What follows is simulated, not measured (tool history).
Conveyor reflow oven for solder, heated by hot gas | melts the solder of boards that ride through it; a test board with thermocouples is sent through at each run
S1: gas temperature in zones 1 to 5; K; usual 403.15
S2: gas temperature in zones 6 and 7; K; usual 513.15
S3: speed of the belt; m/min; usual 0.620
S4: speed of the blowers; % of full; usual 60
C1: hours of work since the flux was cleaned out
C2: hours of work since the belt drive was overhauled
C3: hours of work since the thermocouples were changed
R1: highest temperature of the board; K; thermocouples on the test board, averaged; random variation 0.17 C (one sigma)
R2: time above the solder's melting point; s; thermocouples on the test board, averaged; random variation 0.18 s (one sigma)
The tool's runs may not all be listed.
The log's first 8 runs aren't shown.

run	day	S1	S2	S3	S4	C1	C2	C3	R1	R2
9	14.967	396.15	513.15	0.620	60	176	365	710	481.75	42.7
# day 15.996: flux residue cleaned out of gas plates and filters
10	17.129	403.15	513.15	0.620	60	17	394	739	483.75	46.8
11	18.596	403.15	513.15	0.620	60	39	416	760	483.35	47.0
12	20.004	403.15	513.15	0.703	60	60	437	781	477.75	34.8
13	21.700	403.15	513.15	0.703	60	85	462	807	477.55	34.7
14	24.204	403.15	513.15	0.703	60	122	499	844	477.65	34.3
15	26.133	401.15	513.15	0.620	60	151	528	872	482.75	45.3
16	28.217	400.15	513.15	0.620	63	182	559	903	482.95	46.1
# day 28.929: flux residue cleaned out of gas plates and filters
17	30.588	389.15	522.15	0.514	84	25	591	936	502.15	71.4
18	31.662	410.15	517.15	0.514	84	41	607	952	500.85	77.7
19	33.246	410.15	504.15	0.731	57	64	630	975	470.45	26.0
20	34.279	410.15	504.15	0.731	57	80	646	990	470.55	26.5
21	36.417	396.15	505.15	0.577	60	111	677	1022	478.65	43.3
22	38.367	396.15	505.15	0.577	60	140	706	1051	478.35	43.1
23	40.375	392.15	513.15	0.684	60	170	736	1081	475.55	30.9
24	41.442	396.15	520.15	0.563	73	186	752	1097	495.05	61.5
# day 41.833: flux residue cleaned out of gas plates and filters
25	42.888	407.15	513.15	0.620	72	16	771	1115	487.35	52.6
26	45.046	407.15	513.15	0.620	72	48	803	1147	486.95	52.8
27	46.117	403.15	511.15	0.675	60	64	819	1163	477.85	36.8
28	48.017	403.15	511.15	0.675	60	92	847	1192	477.65	36.8

Forecast run 29:
29	49.200	403.15	516.15	0.522	60	110	864	1209	?	?

Run 29 gave R1 493.15 K, R2 66.9 s.
Without the tool's hidden state the same run would have given R1 493.35 K, R2 67.1 s.
